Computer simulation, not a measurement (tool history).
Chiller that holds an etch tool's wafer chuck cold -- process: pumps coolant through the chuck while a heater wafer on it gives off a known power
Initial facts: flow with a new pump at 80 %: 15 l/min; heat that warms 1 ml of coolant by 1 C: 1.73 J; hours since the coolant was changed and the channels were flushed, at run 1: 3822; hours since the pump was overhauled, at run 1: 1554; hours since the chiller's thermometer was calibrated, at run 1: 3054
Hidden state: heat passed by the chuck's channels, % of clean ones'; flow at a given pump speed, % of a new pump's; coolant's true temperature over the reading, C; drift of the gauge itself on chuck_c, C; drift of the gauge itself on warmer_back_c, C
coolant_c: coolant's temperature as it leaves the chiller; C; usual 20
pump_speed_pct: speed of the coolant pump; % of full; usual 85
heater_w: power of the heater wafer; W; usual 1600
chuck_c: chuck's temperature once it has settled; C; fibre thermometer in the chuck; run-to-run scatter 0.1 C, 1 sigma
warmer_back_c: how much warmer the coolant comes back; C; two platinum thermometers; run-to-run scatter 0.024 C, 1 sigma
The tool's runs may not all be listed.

| run | hour | coolant_c | pump_speed_pct | heater_w | hours since the coolant was changed and the channels were flushed | hours since the pump was overhauled | hours since the chiller's thermometer was calibrated | chuck_c | warmer_back_c |
|---|---|---|---|---|---|---|---|---|---|
| 1 | 0.0 | 20 | 85 | 1600 | 3822 | 1554 | 3054 | 32.1 | 3.51 |
| 2 | 50.5 | 20 | 85 | 1600 | 3873 | 1605 | 3104 | 32.3 | 3.55 |
| 3 | 92.7 | 20 | 85 | 964 | 3915 | 1647 | 3147 | 27.4 | 2.14 |
| 4 | 151.6 | 20 | 85 | 964 | 3974 | 1706 | 3205 | 27.4 | 2.11 |
| 5 | 202.2 | 20 | 85 | 964 | 4024 | 1757 | 3256 | 27.6 | 2.14 |
| 6 | 238.4 | 12 | 85 | 1600 | 4061 | 1793 | 3292 | 24.4 | 3.51 |
| 7 | 279.0 | 20 | 85 | 1468 | 4101 | 1833 | 3333 | 31.4 | 3.21 |
| 8 | 330.9 | 20 | 85 | 1468 | 4153 | 1885 | 3385 | 31.3 | 3.22 |
| 9 | 361.1 | 20 | 85 | 1600 | 4183 | 1915 | 3415 | 32.5 | 3.49 |
|  | 366.7 | chiller's thermometer calibrated |
| 10 | 433.0 | 20 | 79 | 1600 | 4254 | 1986 | 66 | 32.9 | 3.80 |
| 11 | 469.3 | 28 | 85 | 1600 | 4290 | 2023 | 103 | 40.5 | 3.54 |
| 12 | 519.0 | 20 | 85 | 1962 | 4340 | 2072 | 152 | 35.2 | 4.29 |
| 13 | 554.3 | 20 | 85 | 1962 | 4376 | 2108 | 188 | 35.0 | 4.32 |
| 14 | 601.3 | 20 | 85 | 1600 | 4422 | 2155 | 235 | 32.2 | 3.56 |
|  | 609.0 | chiller's thermometer calibrated, once more |
| 15 | 637.9 | 20 | 85 | 1600 | 4458 | 2190 | 29 | 32.4 | 3.52 |
| 16 | 670.4 | 10 | 85 | 1600 | 4491 | 2223 | 61 | 22.5 | 3.51 |
| 17 | 704.0 | 16 | 85 | 1277 | 4524 | 2256 | 95 | 25.9 | 2.86 |
| 18 | 749.1 | 13 | 73 | 2202 | 4569 | 2301 | 140 | 32.1 | 5.60 |
| 19 | 814.9 | 13 | 73 | 2202 | 4635 | 2367 | 206 | 32.0 | 5.62 |
| 20 | 865.7 | 13 | 73 | 2202 | 4686 | 2418 | 257 | 32.0 | 5.63 |
| 21 | 897.0 | 28 | 75 | 972 | 4717 | 2449 | 288 | 36.4 | 2.43 |
| 22 | 963.2 | 28 | 75 | 972 | 4783 | 2516 | 354 | 36.4 | 2.43 |
| 23 | 1000.9 | 28 | 68 | 1236 | 4821 | 2553 | 392 | 39.5 | 3.40 |
| 24 | 1061.5 | 30 | 90 | 849 | 4882 | 2614 | 453 | 36.6 | 1.80 |
| 25 | 1128.5 | 16 | 84 | 849 | 4949 | 2681 | 520 | 22.8 | 1.84 |
| 26 | 1197.3 | 24 | 80 | 892 | 5017 | 2750 | 588 | 31.3 | 2.10 |
| 27 | 1238.6 | 20 | 85 | 880 | 5059 | 2791 | 630 | 27.0 | 1.98 |
| 28 | 1300.9 | 20 | 85 | 880 | 5121 | 2853 | 692 | 26.9 | 1.93 |
| 29 | 1333.6 | 14 | 68 | 935 | 5154 | 2886 | 725 | 22.6 | 2.57 |
| 30 | 1363.1 | 14 | 68 | 935 | 5183 | 2915 | 754 | 22.6 | 2.59 |
| 31 | 1414.6 | 20 | 61 | 1564 | 5235 | 2967 | 806 | 35.6 | 4.77 |

What if the next run were any one of these 3? Each begins from the tool's condition after run 31:
| A | 1452.0 | 20 | 89 | 873 | 5272 | 3004 | 843 | ? | ? |
| B | 1452.0 | 12 | 85 | 1600 | 5272 | 3004 | 843 | ? | ? |
| C | 1452.0 | 11 | 61 | 1564 | 5272 | 3004 | 843 | ? | ? |

| run | chuck_c | warmer_back_c |
|---|---|---|
| A | 26.6 | 1.82 |
| B | 24.7 | 3.52 |
| C | 26.6 | 4.79 |
Without the tool's unlogged condition, the same runs would have read:
| run | chuck_c | warmer_back_c |
|---|---|---|
| A | 26.0 | 1.79 |
| B | 23.5 | 3.46 |
| C | 25.1 | 4.71 |
